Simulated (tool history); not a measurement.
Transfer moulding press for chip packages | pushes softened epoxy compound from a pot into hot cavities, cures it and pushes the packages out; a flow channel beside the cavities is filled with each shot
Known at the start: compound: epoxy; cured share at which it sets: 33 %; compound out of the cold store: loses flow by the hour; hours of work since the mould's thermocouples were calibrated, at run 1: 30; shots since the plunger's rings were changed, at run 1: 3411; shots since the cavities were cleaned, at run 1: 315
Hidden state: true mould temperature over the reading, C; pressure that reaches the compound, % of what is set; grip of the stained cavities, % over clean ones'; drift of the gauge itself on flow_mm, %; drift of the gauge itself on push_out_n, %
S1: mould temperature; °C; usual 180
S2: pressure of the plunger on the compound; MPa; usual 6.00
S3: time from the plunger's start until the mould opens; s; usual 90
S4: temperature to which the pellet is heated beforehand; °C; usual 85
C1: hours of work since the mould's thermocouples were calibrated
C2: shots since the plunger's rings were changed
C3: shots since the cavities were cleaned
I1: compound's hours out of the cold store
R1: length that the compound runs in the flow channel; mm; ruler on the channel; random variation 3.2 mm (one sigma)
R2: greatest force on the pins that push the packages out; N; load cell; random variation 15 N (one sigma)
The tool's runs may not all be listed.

run   hour   S1    S2   S3  S4   C1    C2   C3    I1   R1    R2
  1    0.0  180  6.00   90  85   30  3411  315  46.3  796  1191
  2    9.0  180  6.00   90  85   36  3544  448  43.2  793  1206
  3   15.0  175  6.00   90  85   41  3634  538  35.6  840  1911
      24.5  -- cavities cleaned with cleaning compound and waxed
  4   29.8  175  6.00   90  85   50  3831   78  40.6  827  1286
  5   38.1  175  6.00   90  85   56  3955  202   8.2  903  1718
  6   48.8  180  5.27   90  85   63  4113  360  23.9  789  1338
  7   56.1  180  5.27   90  85   69  4222  469  11.6  814  1402
  8   63.7  180  5.27   90  85   74  4335  582  41.5  749  1412
      70.4  -- cavities cleaned with cleaning compound and waxed
  9   76.4  180  5.27   90  85   82  4500   89  40.4  748   899
 10   82.2  180  5.27   90  85   86  4586  175  23.9  780  1100
 11   92.3  180  5.27   90  85   93  4736  325  27.5  775  1253
 12   98.4  187  6.00   90  85   97  4827  416  18.4  824   921
 13  108.6  187  6.00   90  85  104  4978  567  44.5  760   994
     116.3  -- cavities cleaned with cleaning compound and waxed
 14  122.7  180  6.00  125  85  113  5166   96  29.1  816   605
 15  132.3  184  6.00   90  85  120  5308  238  35.9  779   877
 16  140.6  184  6.00   90  85  126  5431  361  14.4  836  1011
 17  151.3  187  5.53   90  85  133  5589  519  44.3  731   961
 18  157.4  188  6.00   90  76  137  5681  611  12.1  822  1008
     161.8  -- cavities cleaned with cleaning compound and waxed
 19  171.7  185  4.68   91  78  146  5870  146  40.6  679   748
 20  179.2  185  4.68   91  78  152  5982  258  26.9  708   846
 21  187.1  180  4.68  117  81  157  6099  375  32.3  707   841

Forecast run 22:
 22  193.5  180  4.68  117  81  162  6194  470  28.0   ?   ?

{"run 22": {"R1": 721, "R2": 907}}
Without the tool's hidden state the same run would have given R1 767 mm, R2 483 N.
